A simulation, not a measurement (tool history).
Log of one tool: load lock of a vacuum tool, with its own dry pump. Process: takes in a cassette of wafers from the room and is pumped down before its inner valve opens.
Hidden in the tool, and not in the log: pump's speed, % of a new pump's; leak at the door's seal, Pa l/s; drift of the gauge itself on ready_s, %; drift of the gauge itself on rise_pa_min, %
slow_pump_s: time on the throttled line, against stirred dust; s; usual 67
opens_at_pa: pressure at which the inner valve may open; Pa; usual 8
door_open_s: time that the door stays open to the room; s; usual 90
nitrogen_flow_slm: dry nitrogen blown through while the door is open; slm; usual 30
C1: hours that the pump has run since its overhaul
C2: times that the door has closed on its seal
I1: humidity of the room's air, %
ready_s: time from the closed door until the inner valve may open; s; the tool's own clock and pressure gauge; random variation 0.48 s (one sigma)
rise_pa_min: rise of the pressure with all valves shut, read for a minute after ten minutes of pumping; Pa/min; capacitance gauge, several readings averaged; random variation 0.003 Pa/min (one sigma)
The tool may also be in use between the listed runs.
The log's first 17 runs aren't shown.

run 18 day=63.162 | slow_pump_s=67 opens_at_pa=8 door_open_s=90 nitrogen_flow_slm=30 | C1=2199 C2=32987 | I1=44.1 | ready_s=95.3 rise_pa_min=0.021
run 19 day=66.304 | slow_pump_s=67 opens_at_pa=8 door_open_s=90 nitrogen_flow_slm=30 | C1=2274 C2=33305 | I1=43 | ready_s=95.2 rise_pa_min=0.027
run 20 day=70.746 | slow_pump_s=65 opens_at_pa=8 door_open_s=26 nitrogen_flow_slm=30 | C1=2381 C2=33754 | I1=45.4 | ready_s=93.8 rise_pa_min=0.017
run 21 day=75.704 | slow_pump_s=65 opens_at_pa=8 door_open_s=26 nitrogen_flow_slm=30 | C1=2500 C2=34256 | I1=48.5 | ready_s=93.7 rise_pa_min=0.018
run 22 day=80.688 | slow_pump_s=101 opens_at_pa=8 door_open_s=172 nitrogen_flow_slm=8 | C1=2619 C2=34760 | I1=43.9 | ready_s=127.1 rise_pa_min=0.057
run 23 day=84.242 | slow_pump_s=101 opens_at_pa=8 door_open_s=172 nitrogen_flow_slm=8 | C1=2705 C2=35119 | I1=46.5 | ready_s=125.8 rise_pa_min=0.064
run 24 day=88.692 | slow_pump_s=101 opens_at_pa=8 door_open_s=172 nitrogen_flow_slm=8 | C1=2812 C2=35570 | I1=44.3 | ready_s=125.5 rise_pa_min=0.06
run 25 day=91.004 | slow_pump_s=48 opens_at_pa=11 door_open_s=178 nitrogen_flow_slm=4 | C1=2867 C2=35804 | I1=42.2 | ready_s=77.6 rise_pa_min=0.067
run 26 day=93.483 | slow_pump_s=43 opens_at_pa=8 door_open_s=80 nitrogen_flow_slm=6 | C1=2927 C2=36054 | I1=45.7 | ready_s=73.6 rise_pa_min=0.05
run 27 day=95.867 | slow_pump_s=43 opens_at_pa=8 door_open_s=80 nitrogen_flow_slm=6 | C1=2984 C2=36295 | I1=42.5 | ready_s=73.6 rise_pa_min=0.042
run 28 day=99.729 | slow_pump_s=43 opens_at_pa=8 door_open_s=80 nitrogen_flow_slm=6 | C1=3076 C2=36686 | I1=43.7 | ready_s=74.2 rise_pa_min=0.047
run 29 day=103.554 | slow_pump_s=82 opens_at_pa=8 door_open_s=234 nitrogen_flow_slm=8 | C1=3168 C2=37073 | I1=44 | ready_s=108 rise_pa_min=0.063
run 30 day=108.271 | slow_pump_s=82 opens_at_pa=8 door_open_s=234 nitrogen_flow_slm=8 | C1=3281 C2=37550 | I1=46.3 | ready_s=108.9 rise_pa_min=0.065
run 31 day=111.208 | slow_pump_s=128 opens_at_pa=15 door_open_s=234 nitrogen_flow_slm=36 | C1=3352 C2=37847 | I1=43.5 | ready_s=148.6 rise_pa_min=0.027
run 32 day=114.079 | slow_pump_s=128 opens_at_pa=15 door_open_s=234 nitrogen_flow_slm=36 | C1=3421 C2=38138 | I1=45.9 | ready_s=148.7 rise_pa_min=0.037
run 33 day=118.396 | slow_pump_s=128 opens_at_pa=15 door_open_s=234 nitrogen_flow_slm=36 | C1=3524 C2=38574 | I1=43.7 | ready_s=148.3 rise_pa_min=0.034
run 34 day=122.521 | slow_pump_s=53 opens_at_pa=7 door_open_s=45 nitrogen_flow_slm=6 | C1=3623 C2=38991 | I1=44.5 | ready_s=83.3 rise_pa_min=0.037
run 35 day=126.492 | slow_pump_s=53 opens_at_pa=16 door_open_s=197 nitrogen_flow_slm=8 | C1=3719 C2=39393 | I1=41.6 | ready_s=79.2 rise_pa_min=0.061
run 36 day=128.971 | slow_pump_s=53 opens_at_pa=16 door_open_s=197 nitrogen_flow_slm=8 | C1=3778 C2=39644 | I1=42.5 | ready_s=80.3 rise_pa_min=0.059
run 37 day=133.971 | slow_pump_s=132 opens_at_pa=12 door_open_s=90 nitrogen_flow_slm=8 | C1=3898 C2=40150 | I1=44.7 | ready_s=152.2 rise_pa_min=0.041

Forecast each of these 3 alternatives for the next run:
-- day=134.812 door's seal changed, seat wiped
run A day=136.733 | slow_pump_s=122 opens_at_pa=8 door_open_s=90 nitrogen_flow_slm=30 | C1=3963 C2=194 | I1=47.4 | ready_s=? rise_pa_min=?
-- day=134.812 door's seal changed, seat wiped
run B day=136.733 | slow_pump_s=67 opens_at_pa=6 door_open_s=51 nitrogen_flow_slm=35 | C1=3963 C2=194 | I1=47.8 | ready_s=? rise_pa_min=?
-- day=134.812 door's seal changed, seat wiped
run C day=136.733 | slow_pump_s=57 opens_at_pa=10 door_open_s=91 nitrogen_flow_slm=8 | C1=3963 C2=194 | I1=42.8 | ready_s=? rise_pa_min=?

run=A ready_s=144.2 rise_pa_min=0.022
run=B ready_s=96.4 rise_pa_min=0.019
run=C ready_s=84.6 rise_pa_min=0.044
Without the tool's hidden state the same runs would have given:
run=A ready_s=144.2 rise_pa_min=0.022
run=B ready_s=96.4 rise_pa_min=0.019
run=C ready_s=84.6 rise_pa_min=0.044
